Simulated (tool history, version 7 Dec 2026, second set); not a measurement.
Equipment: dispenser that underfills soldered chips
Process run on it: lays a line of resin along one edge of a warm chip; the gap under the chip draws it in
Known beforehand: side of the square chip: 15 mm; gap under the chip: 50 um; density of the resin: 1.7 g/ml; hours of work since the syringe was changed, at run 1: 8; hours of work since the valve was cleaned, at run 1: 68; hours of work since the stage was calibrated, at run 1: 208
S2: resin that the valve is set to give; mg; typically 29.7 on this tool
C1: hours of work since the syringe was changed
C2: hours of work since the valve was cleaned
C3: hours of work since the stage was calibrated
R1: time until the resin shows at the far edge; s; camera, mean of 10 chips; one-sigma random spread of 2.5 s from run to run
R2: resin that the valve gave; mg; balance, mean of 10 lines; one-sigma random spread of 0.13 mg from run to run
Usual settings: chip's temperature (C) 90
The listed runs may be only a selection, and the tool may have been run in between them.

Run 1, day 0.000: usual settings; C1 8; C2 68; C3 208. Result: R1 438.8 s, R2 28.47 mg.
At day 0.092: new syringe of resin.
Run 2, day 0.421: usual settings but chip's temperature (C) 95; C1 6; C2 75; C3 215. Result: R1 318.6 s, R2 28.54 mg.
At day 0.642: new syringe of resin.
Run 3, day 0.933: usual settings but chip's temperature (C) 95; C1 5; C2 84; C3 224. Result: R1 298.8 s, R2 28.32 mg.
At day 1.179: new syringe of resin.
Run 4, day 1.321: usual settings but chip's temperature (C) 84; C1 3; C2 91; C3 231. Result: R1 356.9 s, R2 28.20 mg.
At day 1.725: new syringe of resin.
Run 5, day 1.771: usual settings but chip's temperature (C) 84; C1 1; C2 99; C3 239. Result: R1 306.8 s, R2 28.03 mg.
At day 2.250: new syringe of resin.
Run 6, day 2.283: usual settings; C1 1; C2 108; C3 248. Result: R1 252.5 s, R2 27.85 mg.
Run 7, day 2.542: usual settings; C1 5; C2 113; C3 253. Result: R1 363.2 s, R2 27.74 mg.
At day 2.771: new syringe of resin.
Run 8, day 2.950: usual settings but S2 36.1 mg; C1 3; C2 120; C3 260. Result: R1 292.3 s, R2 33.72 mg.
Run 9, day 3.275: usual settings; C1 9; C2 126; C3 266. Result: R1 457.8 s, R2 27.61 mg.
At day 3.321: new syringe of resin.
Run 10, day 3.721: usual settings; C1 7; C2 134; C3 274. Result: R1 409.8 s, R2 27.64 mg.
At day 3.858: new syringe of resin.
Run 11, day 3.967: usual settings; C1 2; C2 138; C3 278. Result: R1 278.2 s, R2 27.73 mg.
At day 4.388: new syringe of resin.
At day 4.429: dispensing valve cleaned and set on the balance.
Run 12, day 4.517: usual settings; C1 2; C2 2; C3 287. Result: R1 266.9 s, R2 29.77 mg.
At day 4.971: new syringe of resin.
Run 13, day 5.029: usual settings; C1 1; C2 11; C3 296. Result: R1 261.4 s, R2 29.59 mg.
Run 14, day 5.358: usual settings but chip's temperature (C) 94, S2 31.0 mg; C1 7; C2 17; C3 302. Result: R1 353.9 s, R2 30.90 mg.
At day 5.508: new syringe of resin.
Run 15, day 5.779: usual settings but chip's temperature (C) 105, S2 31.0 mg; C1 5; C2 24; C3 310. Result: R1 208.3 s, R2 30.49 mg.
At day 6.046: new syringe of resin.
Run 16, day 6.296: usual settings but chip's temperature (C) 80, S2 28.2 mg; C1 5; C2 33; C3 319. Result: R1 466.2 s, R2 27.52 mg.
At day 6.596: new syringe of resin.
Run 17, day 6.600: usual settings but chip's temperature (C) 104, S2 25.9 mg; C1 0; C2 39; C3 324. Result: R1 160.0 s, R2 25.38 mg.
Run 18, day 6.829: usual settings but chip's temperature (C) 104, S2 25.9 mg; C1 4; C2 43; C3 328. Result: R1 217.1 s, R2 25.51 mg.
Run 19, day 7.071: usual settings but chip's temperature (C) 85, S2 28.1 mg; C1 9; C2 47; C3 333. Result: R1 527.5 s, R2 27.26 mg.
At day 7.133: new syringe of resin.
Run 20, day 7.542: usual settings but chip's temperature (C) 84; C1 7; C2 56; C3 341. Result: R1 494.9 s, R2 28.79 mg.
At day 7.671: new syringe of resin.
Run 21, day 8.100: usual settings but chip's temperature (C) 84; C1 8; C2 65; C3 351. Result: R1 502.9 s, R2 28.54 mg.
At day 8.217: new syringe of resin.
Run 22, day 8.417: usual settings but chip's temperature (C) 96, S2 27.2 mg; C1 4; C2 71; C3 357. Result: R1 260.3 s, R2 26.09 mg.
At day 8.742: new syringe of resin.
Run 23, day 8.862: usual settings but chip's temperature (C) 87, S2 28.2 mg; C1 2; C2 79; C3 365. Result: R1 312.0 s, R2 26.85 mg.
At day 9.300: new syringe of resin.
Run 24, day 9.329: usual settings but chip's temperature (C) 87, S2 28.2 mg; C1 1; C2 87; C3 373. Result: R1 278.5 s, R2 26.94 mg.

How would selected steps in R1 from run to run divide? Give the signed amount a tool lacking its hidden state would still show from settings, what came in and random variation, and the signed amount left for the hidden state, including any gauge scatter that is not in both of the compared results.
Hidden state at play: resin's viscosity, % of fresh resin's; dose that the valve gives, % of what is set; true chip temperature over the reading, C; drift of the gauge itself on fill_s, %; drift of the gauge itself on given_mg, %.
Run 8 -> 9: S2 36.1 -> 29.7. R1 +165.5 s: hidden state +160.3, all else +5.2.
Run 16 -> 17: chip's temperature (C) 80 -> 104, S2 28.2 -> 25.9, new syringe of resin. R1 -306.2 s: hidden state -123.0, all else -183.2.
Run 18 -> 19: chip's temperature (C) 104 -> 85, S2 25.9 -> 28.1. R1 +310.4 s: hidden state +184.0, all else +126.4.
